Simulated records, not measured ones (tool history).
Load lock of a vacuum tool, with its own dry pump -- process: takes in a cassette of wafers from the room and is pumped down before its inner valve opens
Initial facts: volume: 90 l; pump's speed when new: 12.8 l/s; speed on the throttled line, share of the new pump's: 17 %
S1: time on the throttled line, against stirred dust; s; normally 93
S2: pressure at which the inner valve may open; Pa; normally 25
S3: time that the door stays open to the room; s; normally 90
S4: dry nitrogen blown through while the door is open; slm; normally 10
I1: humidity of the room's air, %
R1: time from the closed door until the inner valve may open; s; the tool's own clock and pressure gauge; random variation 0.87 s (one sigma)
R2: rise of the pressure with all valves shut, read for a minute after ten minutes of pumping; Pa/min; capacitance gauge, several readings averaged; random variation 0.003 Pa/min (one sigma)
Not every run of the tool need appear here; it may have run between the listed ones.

run     hour   S1  S2   S3  S4    I1     R1     R2
  1      0.0   93  25   90  10  44.2  137.5  0.087
  2    245.5   93  25   90  10  46.2  139.9  0.088
  3    710.5   93  25   90  10  45.0  139.0  0.094
  4   1115.5   93  25   90  10  46.8  137.8  0.107
  5   1447.8   93  25   90  10  42.9  138.1  0.108
  6   1841.4   93  35   90  10  47.1  134.9  0.118
  7   2128.9   93  25   90   4  44.4  138.2  0.129
  8   2480.1   93  25   84  10  44.4  139.2  0.128
  9   3077.1   93  25   84  10  47.8  139.7  0.149
 10   3683.5   93  25   84  10  48.2  139.0  0.164
 11   4150.2   93  25   90  29  48.1  139.5  0.165
 12   4492.9   93  25   90  29  43.7  138.4  0.174
 13   4773.2   93  25   90  33  45.3  138.7  0.175
 14   5142.0   93  25   90  10  42.4  139.8  0.194
 15   5399.4   93  25   90  10  45.2  139.6  0.218
 16   5677.2   93  25   90  10  47.6  138.4  0.219
 17   5958.0   93  25   90  10  46.6  140.5  0.226
 18   6237.2   93  25   90  32  47.4  138.6  0.220
 19   6847.7   93  25   90  32  39.3  140.2  0.237
 20   7389.0   66  25  203  10  42.0  116.9  0.284
 21   7700.8  168  25   90   4  42.0  203.3  0.288
 22   7947.4  168  25   90   4  46.3  201.1  0.295
 23   8337.7  168  25   90   4  42.6  200.6  0.307
 24   8899.1  168  25   90   4  44.1  203.6  0.323
 25   9483.1  168  25   90   4  44.7  199.7  0.348
 26  10025.1   96  23   90  13  43.3  144.5  0.365
 27  10280.4   96  23   90   4  46.8  143.9  0.381
 28  10635.0   65  25   90  19  44.7  117.5  0.387
 29  11192.6  127  25   90  34  45.5  168.7  0.402
 30  11722.5   93  39   92  10  44.0  136.9  0.440
 31  12097.2   93  25   35  13  46.0  141.7  0.434
 32  12585.1   76  20   35   6  44.7  129.8  0.462
 33  13037.3   76  20   35   6  47.0  130.7  0.480
 34  13641.9   76  20   35   6  45.8  122.9  0.516
 35  13917.2   76  20   35   6  44.6  123.4  0.523
 36  14185.8  144  44  100  17  45.5  175.4  0.539
 37  14459.2   93  25  140  10  45.1  137.9  0.567

Not shown: 1 entry that the log had between the listed runs. Between which runs, and how does the tool's hidden state differ before and after?
After run 33, before run 34: dry pump taken out, an overhauled one fitted (hour 13628.6)
  pump's speed, % of a new pump's: 88.9 -> 99.6; leak at the door's seal, Pa l/s: 0.6924 -> 0.7378
  measured less the result without the state, R1: +6.0 -> +0.2 s; R2: +0.460 -> +0.494 Pa/min
